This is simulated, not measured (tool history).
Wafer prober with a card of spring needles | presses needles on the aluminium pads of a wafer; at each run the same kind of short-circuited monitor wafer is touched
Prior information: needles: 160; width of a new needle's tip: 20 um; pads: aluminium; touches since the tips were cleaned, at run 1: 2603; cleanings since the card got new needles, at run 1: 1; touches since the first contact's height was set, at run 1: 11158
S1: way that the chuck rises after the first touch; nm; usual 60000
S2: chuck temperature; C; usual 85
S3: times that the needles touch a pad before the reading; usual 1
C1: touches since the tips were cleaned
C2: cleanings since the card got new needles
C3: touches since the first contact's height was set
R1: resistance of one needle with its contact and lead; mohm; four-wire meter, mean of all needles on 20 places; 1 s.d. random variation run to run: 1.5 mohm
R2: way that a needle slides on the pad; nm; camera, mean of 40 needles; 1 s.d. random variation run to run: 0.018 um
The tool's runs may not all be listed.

{"run": 1, "hour": 0.0, "S1": 60000, "S2": 85, "S3": 1, "C1": 2603, "C2": 1, "C3": 11158, "R1": 614, "R2": 8790}
{"run": 2, "hour": 15.1, "S1": 60000, "S2": 85, "S3": 2, "C1": 5968, "C2": 1, "C3": 14523, "R1": 495, "R2": 8760}
{"hour": 23.1, "done": "tips cleaned on abrasive film"}
{"run": 3, "hour": 28.3, "S1": 62000, "S2": 85, "S3": 1, "C1": 1154, "C2": 2, "C3": 17455, "R1": 393, "R2": 9090}
{"run": 4, "hour": 38.7, "S1": 44000, "S2": 85, "S3": 1, "C1": 3477, "C2": 2, "C3": 19778, "R1": 1031, "R2": 6420}
{"run": 5, "hour": 48.2, "S1": 44000, "S2": 85, "S3": 1, "C1": 5599, "C2": 2, "C3": 21900, "R1": 1204, "R2": 6410}
{"hour": 56.8, "done": "tips cleaned on abrasive film"}
{"run": 6, "hour": 59.0, "S1": 46000, "S2": 85, "S3": 1, "C1": 498, "C2": 3, "C3": 24295, "R1": 458, "R2": 6720}
{"run": 7, "hour": 77.6, "S1": 60000, "S2": 85, "S3": 1, "C1": 4667, "C2": 3, "C3": 28464, "R1": 697, "R2": 8780}
{"hour": 90.1, "done": "tips cleaned on abrasive film"}
{"run": 8, "hour": 96.1, "S1": 60000, "S2": 85, "S3": 1, "C1": 1345, "C2": 4, "C3": 32567, "R1": 437, "R2": 8730}
{"run": 9, "hour": 105.8, "S1": 60000, "S2": 85, "S3": 1, "C1": 3510, "C2": 4, "C3": 34732, "R1": 639, "R2": 8740}
{"run": 10, "hour": 116.2, "S1": 60000, "S2": 85, "S3": 2, "C1": 5838, "C2": 4, "C3": 37060, "R1": 502, "R2": 8740}
{"hour": 124.8, "done": "tips cleaned on abrasive film"}
{"run": 11, "hour": 132.9, "S1": 42000, "S2": 85, "S3": 2, "C1": 1814, "C2": 5, "C3": 40775, "R1": 597, "R2": 6080}
{"run": 12, "hour": 144.5, "S1": 42000, "S2": 85, "S3": 2, "C1": 4412, "C2": 5, "C3": 43373, "R1": 818, "R2": 6090}
{"hour": 158.9, "done": "tips cleaned on abrasive film"}
{"run": 13, "hour": 160.8, "S1": 60000, "S2": 85, "S3": 1, "C1": 428, "C2": 6, "C3": 46990, "R1": 270, "R2": 8680}
{"run": 14, "hour": 177.6, "S1": 60000, "S2": 85, "S3": 1, "C1": 4184, "C2": 6, "C3": 50746, "R1": 668, "R2": 8700}
{"hour": 194.0, "done": "tips cleaned on abrasive film"}
{"run": 15, "hour": 194.0, "S1": 60000, "S2": 85, "S3": 1, "C1": 8, "C2": 7, "C3": 54377, "R1": 171, "R2": 8690}
{"run": 16, "hour": 204.6, "S1": 68000, "S2": 28, "S3": 3, "C1": 2377, "C2": 7, "C3": 56746, "R1": 260, "R2": 9870}
{"run": 17, "hour": 221.9, "S1": 68000, "S2": 28, "S3": 3, "C1": 6251, "C2": 7, "C3": 60620, "R1": 316, "R2": 9840}
{"hour": 227.7, "done": "tips cleaned on abrasive film"}
{"run": 18, "hour": 243.6, "S1": 52000, "S2": 28, "S3": 2, "C1": 3543, "C2": 8, "C3": 65431, "R1": 607, "R2": 7520}
{"hour": 261.9, "done": "tips cleaned on abrasive film"}
{"run": 19, "hour": 265.5, "S1": 60000, "S2": 48, "S3": 1, "C1": 790, "C2": 9, "C3": 70304, "R1": 364, "R2": 8660}
{"run": 20, "hour": 284.7, "S1": 40000, "S2": 41, "S3": 2, "C1": 5090, "C2": 9, "C3": 74604, "R1": 1017, "R2": 5720}
{"hour": 295.7, "done": "tips cleaned on abrasive film"}
{"run": 21, "hour": 307.1, "S1": 60000, "S2": 85, "S3": 2, "C1": 2545, "C2": 10, "C3": 79584, "R1": 416, "R2": 8660}
{"run": 22, "hour": 326.7, "S1": 63000, "S2": 40, "S3": 1, "C1": 6931, "C2": 10, "C3": 83970, "R1": 756, "R2": 9120}
{"hour": 329.7, "done": "tips cleaned on abrasive film"}
{"run": 23, "hour": 348.0, "S1": 60000, "S2": 85, "S3": 2, "C1": 4087, "C2": 11, "C3": 88714, "R1": 480, "R2": 8620}
{"run": 24, "hour": 361.1, "S1": 78000, "S2": 34, "S3": 2, "C1": 6998, "C2": 11, "C3": 91625, "R1": 382, "R2": 11280}
{"hour": 363.8, "done": "tips cleaned on abrasive film"}
{"run": 25, "hour": 371.9, "S1": 62000, "S2": 34, "S3": 2, "C1": 1803, "C2": 12, "C3": 94014, "R1": 353, "R2": 8900}
{"run": 26, "hour": 390.0, "S1": 62000, "S2": 34, "S3": 2, "C1": 5863, "C2": 12, "C3": 98074, "R1": 516, "R2": 8910}
{"hour": 398.2, "done": "tips cleaned on abrasive film"}
{"run": 27, "hour": 406.6, "S1": 51000, "S2": 85, "S3": 2, "C1": 1877, "C2": 13, "C3": 101749, "R1": 466, "R2": 7260}
{"run": 28, "hour": 417.3, "S1": 60000, "S2": 120, "S3": 1, "C1": 4274, "C2": 13, "C3": 104146, "R1": 701, "R2": 8620}

For each entry between runs, how does the tool's hidden state at the last listed run before it compare with that at the first listed run after it?
Run 2 -> run 3: tips cleaned on abrasive film (hour 23.1)
  debris on the tips, nm: 163.6 -> 72.4; way that the needles fall short of the set height, um: 0.14 -> 0.22; tips' diameter, um: 20.05 -> 20.08
  difference, measured minus the result without the unlogged condition, R1: +351 -> +247 mohm; R2: -20 -> -30 nm
Run 5 -> run 6: tips cleaned on abrasive film (hour 56.8)
  debris on the tips, nm: 159.7 -> 48.8; way that the needles fall short of the set height, um: 0.22 -> 0.32; tips' diameter, um: 20.08 -> 20.11
  difference, measured minus the result without the unlogged condition, R1: +1043 -> +299 mohm; R2: -40 -> -50 nm
Run 7 -> run 8: tips cleaned on abrasive film (hour 90.1)
  debris on the tips, nm: 151.1 -> 78.2; way that the needles fall short of the set height, um: 0.32 -> 0.43; tips' diameter, um: 20.11 -> 20.15
  difference, measured minus the result without the unlogged condition, R1: +551 -> +290 mohm; R2: -40 -> -60 nm
Run 10 -> run 11: tips cleaned on abrasive film (hour 124.8)
  debris on the tips, nm: 159.2 -> 97.6; way that the needles fall short of the set height, um: 0.43 -> 0.57; tips' diameter, um: 20.15 -> 20.2
  difference, measured minus the result without the unlogged condition, R1: +354 -> +434 mohm; R2: -60 -> -90 nm
Run 12 -> run 13: tips cleaned on abrasive film (hour 158.9)
  debris on the tips, nm: 147.5 -> 32.5; way that the needles fall short of the set height, um: 0.57 -> 0.71; tips' diameter, um: 20.2 -> 20.25
  difference, measured minus the result without the unlogged condition, R1: +655 -> +123 mohm; R2: -80 -> -100 nm
Run 14 -> run 15: tips cleaned on abrasive film (hour 194)
  debris on the tips, nm: 140.4 -> 7.5; way that the needles fall short of the set height, um: 0.71 -> 0.85; tips' diameter, um: 20.25 -> 20.3
  difference, measured minus the result without the unlogged condition, R1: +523 -> +29 mohm; R2: -110 -> -130 nm
Run 17 -> run 18: tips cleaned on abrasive film (hour 227.7)
  debris on the tips, nm: 162.5 -> 141.1; way that the needles fall short of the set height, um: 0.85 -> 0.95; tips' diameter, um: 20.3 -> 20.33
  difference, measured minus the result without the unlogged condition, R1: +188 -> +467 mohm; R2: -120 -> -130 nm
Run 18 -> run 19: tips cleaned on abrasive film (hour 261.9)
  debris on the tips, nm: 141.1 -> 55.8; way that the needles fall short of the set height, um: 0.95 -> 1.04; tips' diameter, um: 20.33 -> 20.36
  difference, measured minus the result without the unlogged condition, R1: +467 -> +226 mohm; R2: -130 -> -150 nm
Run 20 -> run 21: tips cleaned on abrasive film (hour 295.7)
  debris on the tips, nm: 155.2 -> 117.4; way that the needles fall short of the set height, um: 1.04 -> 1.12; tips' diameter, um: 20.36 -> 20.39
  difference, measured minus the result without the unlogged condition, R1: +859 -> +271 mohm; R2: -150 -> -160 nm
Run 22 -> run 23: tips cleaned on abrasive film (hour 329.7)
  debris on the tips, nm: 166.9 -> 142.7; way that the needles fall short of the set height, um: 1.12 -> 1.24; tips' diameter, um: 20.39 -> 20.44
  difference, measured minus the result without the unlogged condition, R1: +622 -> +334 mohm; R2: -170 -> -190 nm
Run 24 -> run 25: tips cleaned on abrasive film (hour 363.8)
  debris on the tips, nm: 166.4 -> 93.2; way that the needles fall short of the set height, um: 1.24 -> 1.34; tips' diameter, um: 20.44 -> 20.47
  difference, measured minus the result without the unlogged condition, R1: +254 -> +220 mohm; R2: -190 -> -200 nm
Run 26 -> run 27: tips cleaned on abrasive film (hour 398.2)
  debris on the tips, nm: 159.2 -> 96.7; way that the needles fall short of the set height, um: 1.34 -> 1.45; tips' diameter, um: 20.47 -> 20.51
  difference, measured minus the result without the unlogged condition, R1: +380 -> +314 mohm; R2: -200 -> -220 nm
